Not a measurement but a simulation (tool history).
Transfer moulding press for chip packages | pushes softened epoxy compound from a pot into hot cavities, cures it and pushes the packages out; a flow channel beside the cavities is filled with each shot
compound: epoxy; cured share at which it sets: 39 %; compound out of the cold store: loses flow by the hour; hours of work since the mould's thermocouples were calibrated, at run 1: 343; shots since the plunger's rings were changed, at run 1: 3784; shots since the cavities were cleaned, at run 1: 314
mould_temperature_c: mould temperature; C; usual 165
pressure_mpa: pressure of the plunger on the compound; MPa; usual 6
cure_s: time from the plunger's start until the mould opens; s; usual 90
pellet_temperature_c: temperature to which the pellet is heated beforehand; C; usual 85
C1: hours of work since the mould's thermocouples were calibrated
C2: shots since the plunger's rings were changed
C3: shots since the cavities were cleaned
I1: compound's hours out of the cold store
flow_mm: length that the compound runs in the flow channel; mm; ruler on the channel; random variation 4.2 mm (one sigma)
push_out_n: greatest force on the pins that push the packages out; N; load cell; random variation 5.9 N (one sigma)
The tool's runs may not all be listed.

run 1 hour=0 | mould_temperature_c=165 pressure_mpa=6 cure_s=90 pellet_temperature_c=85 | C1=343 C2=3784 C3=314 | I1=25.5 | flow_mm=683 push_out_n=297
-- hour=11.2 cavities cleaned with cleaning compound and waxed
run 2 hour=19 | mould_temperature_c=165 pressure_mpa=6 cure_s=90 pellet_temperature_c=85 | C1=356 C2=4038 C3=113 | I1=30.8 | flow_mm=664 push_out_n=248
run 3 hour=35.5 | mould_temperature_c=165 pressure_mpa=6 cure_s=90 pellet_temperature_c=77 | C1=368 C2=4277 C3=352 | I1=16.7 | flow_mm=702 push_out_n=309
-- hour=44 cavities cleaned with cleaning compound and waxed
run 4 hour=55 | mould_temperature_c=165 pressure_mpa=6 cure_s=90 pellet_temperature_c=77 | C1=382 C2=4538 C3=159 | I1=23.5 | flow_mm=679 push_out_n=263
run 5 hour=72 | mould_temperature_c=165 pressure_mpa=6 cure_s=94 pellet_temperature_c=85 | C1=394 C2=4785 C3=406 | I1=42.9 | flow_mm=622 push_out_n=298
-- hour=77.7 cavities cleaned with cleaning compound and waxed
run 6 hour=85 | mould_temperature_c=165 pressure_mpa=5.27 cure_s=94 pellet_temperature_c=85 | C1=402 C2=4950 C3=105 | I1=20.4 | flow_mm=640 push_out_n=239
run 7 hour=101.8 | mould_temperature_c=165 pressure_mpa=6 cure_s=90 pellet_temperature_c=85 | C1=415 C2=5194 C3=349 | I1=24.4 | flow_mm=662 push_out_n=299
-- hour=111.8 cavities cleaned with cleaning compound and waxed
run 8 hour=122.1 | mould_temperature_c=165 pressure_mpa=6 cure_s=90 pellet_temperature_c=85 | C1=429 C2=5467 C3=150 | I1=14.4 | flow_mm=706 push_out_n=269
-- hour=145.5 cavities cleaned with cleaning compound and waxed
run 9 hour=150.5 | mould_temperature_c=165 pressure_mpa=6 cure_s=90 pellet_temperature_c=85 | C1=448 C2=5856 C3=72 | I1=33.5 | flow_mm=634 push_out_n=240
-- hour=156.8 plunger's sealing rings changed
run 10 hour=170.6 | mould_temperature_c=165 pressure_mpa=6 cure_s=90 pellet_temperature_c=85 | C1=461 C2=200 C3=327 | I1=39.9 | flow_mm=677 push_out_n=277
-- hour=181 cavities cleaned with cleaning compound and waxed
run 11 hour=185 | mould_temperature_c=165 pressure_mpa=6 cure_s=90 pellet_temperature_c=85 | C1=471 C2=389 C3=59 | I1=19.9 | flow_mm=752 push_out_n=236
run 12 hour=211.1 | mould_temperature_c=165 pressure_mpa=6 cure_s=90 pellet_temperature_c=85 | C1=490 C2=766 C3=436 | I1=8.5 | flow_mm=793 push_out_n=325
-- hour=215.2 cavities cleaned with cleaning compound and waxed
run 13 hour=228.7 | mould_temperature_c=165 pressure_mpa=6 cure_s=90 pellet_temperature_c=85 | C1=502 C2=999 C3=196 | I1=33.8 | flow_mm=692 push_out_n=274
-- hour=248.1 cavities cleaned with cleaning compound and waxed
run 14 hour=253.4 | mould_temperature_c=165 pressure_mpa=6 cure_s=90 pellet_temperature_c=85 | C1=519 C2=1337 C3=78 | I1=39.6 | flow_mm=670 push_out_n=237

The next listed run, before its measurement:
run 15 hour=271.7 | mould_temperature_c=165 pressure_mpa=7.27 cure_s=88 pellet_temperature_c=85 | C1=532 C2=1601 C3=342 | I1=37 | flow_mm=? push_out_n=?

{"run 15": {"flow_mm": 739, "push_out_n": 316}}
Without the tool's hidden state the same run would have given flow_mm 764 mm, push_out_n 235 N.

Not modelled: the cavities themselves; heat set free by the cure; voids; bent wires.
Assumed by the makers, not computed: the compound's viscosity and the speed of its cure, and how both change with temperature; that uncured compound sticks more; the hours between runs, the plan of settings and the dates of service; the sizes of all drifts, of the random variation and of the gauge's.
